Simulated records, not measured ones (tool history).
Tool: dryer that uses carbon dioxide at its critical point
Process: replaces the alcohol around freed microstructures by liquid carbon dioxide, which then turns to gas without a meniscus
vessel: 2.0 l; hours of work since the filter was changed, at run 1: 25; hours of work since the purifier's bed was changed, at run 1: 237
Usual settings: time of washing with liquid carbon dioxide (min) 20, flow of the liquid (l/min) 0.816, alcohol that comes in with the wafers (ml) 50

run   hour  time of washing with liquid carbon dioxide (min)  flow of the liquid (l/min)  alcohol that comes in with the wafers (ml)  hours of work since the filter was changed  hours of work since the purifier's bed was changed  alcohol left in the vessel before it's heated (ppm by volume)
  1    0.0                                                20                       0.816                                          50                                          25                                                 237                                                             74
  2    8.7                                                20                       0.816                                          50                                          31                                                 244                                                             76
  3   18.3                                                20                       0.816                                          50                                          39                                                 251                                                             81
  4   29.4                                                18                       0.816                                          50                                          47                                                 260                                                             91
  5   42.4                                                18                       0.816                                          50                                          58                                                 270                                                             97
  6   52.3                                                22                       0.816                                          50                                          65                                                 277                                                             61
  7   58.1                                                22                       0.816                                          50                                          70                                                 282                                                             68
  8   70.5                                                26                       0.639                                          23                                          79                                                 292                                                             66
  9   82.8                                                19                       0.531                                          50                                          89                                                 301                                                            337
 10   94.6                                                20                       0.942                                          50                                          98                                                 310                                                             75
 11  100.3                                                19                       0.504                                          44                                         102                                                 315                                                            367
 12  106.7                                                19                       0.504                                          44                                         107                                                 320                                                            386
 13  117.4                                                12                       0.562                                          24                                         116                                                 328                                                            663
 14  128.0                                                20                       0.597                                          66                                         124                                                 336                                                            225

Measured less the same run without the tool's hidden state. The same run-to-run variation is in both; the gauge's scatter may not be:
The hidden state here: flow that reaches the vessel past the clogged filter, %; alcohol in the recycled carbon dioxide, ppm; drift of the gauge itself on alcohol_ppm, %.
run  alcohol left in the vessel before it's heated (ppm by volume)
  1                                                            +51
  2                                                            +55
  3                                                            +56
  4                                                            +59
  5                                                            +62
  6                                                            +61
  7                                                            +62
  8                                                            +65
  9                                                            +94
 10                                                            +66
 11                                                           +103
 12                                                           +110
 13                                                           +129
 14                                                            +99

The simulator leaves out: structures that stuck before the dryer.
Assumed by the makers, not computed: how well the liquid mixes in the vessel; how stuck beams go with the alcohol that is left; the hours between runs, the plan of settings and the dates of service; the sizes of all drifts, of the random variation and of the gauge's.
